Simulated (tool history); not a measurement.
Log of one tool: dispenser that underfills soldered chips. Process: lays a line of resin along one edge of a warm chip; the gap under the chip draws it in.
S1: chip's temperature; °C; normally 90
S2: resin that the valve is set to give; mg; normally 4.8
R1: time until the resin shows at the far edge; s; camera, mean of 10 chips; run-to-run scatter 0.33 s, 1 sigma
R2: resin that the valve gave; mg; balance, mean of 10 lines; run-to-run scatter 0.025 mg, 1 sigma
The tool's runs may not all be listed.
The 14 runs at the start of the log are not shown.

run     day   S1    S2    R1    R2
 15   4.392   90  5.07  15.8  5.03
      4.679  -- new syringe of resin
 16   4.767   90  5.07  13.5  4.97
 17    5.05   90  5.07  15.5  4.93
      5.383  -- new syringe of resin
 18   5.417   78   4.8    23  4.67
 19   5.796   76   5.2  31.9  5.04
        6.1  -- new syringe of resin
 20   6.142   97   4.9   9.5   4.7
 21   6.338   90  5.49  14.7  5.28
 22   6.733   76  5.45  34.6  5.25
      6.817  -- new syringe of resin
 23   7.083   98  4.28  10.7  4.06
 24   7.329   90  5.44  16.9  5.19
      7.512  -- new syringe of resin
 25   7.662   79  4.89  23.8  4.58
 26   7.996   86  4.97  20.2   4.7
      8.233  -- new syringe of resin
 27   8.362   86  5.84  15.6  5.49
 28    8.75   86  5.84  19.5  5.39
      8.958  -- new syringe of resin
 29   9.025   95  5.56   9.8  5.13
 30   9.292   81  4.59  23.4  4.25
 31   9.504   81  4.59  25.8   4.2
      9.671  -- new syringe of resin
 32   9.725   77  4.77  24.1  4.42
 33   9.962   77  4.51  27.6   4.1
 34  10.317   77  4.51  33.3  4.09
     10.367  -- new syringe of resin
 35  10.558  105  5.43     7  4.94

Forecast each of these 4 alternatives for the next run:
  A  10.746  93   4.8   ?   ?
  B  10.746  91  5.28   ?   ?
  C  10.746  96  5.43   ?   ?
  D  10.746  93  4.89   ?   ?

run    R1    R2
  A  13.5  4.34
  B  14.7  4.76
  C  11.6  4.88
  D  13.5  4.42
Without the tool's unlogged condition, the same runs would have read:
run    R1    R2
  A  11.8   4.8
  B  12.9  5.27
  C  10.1  5.39
  D  11.8  4.89
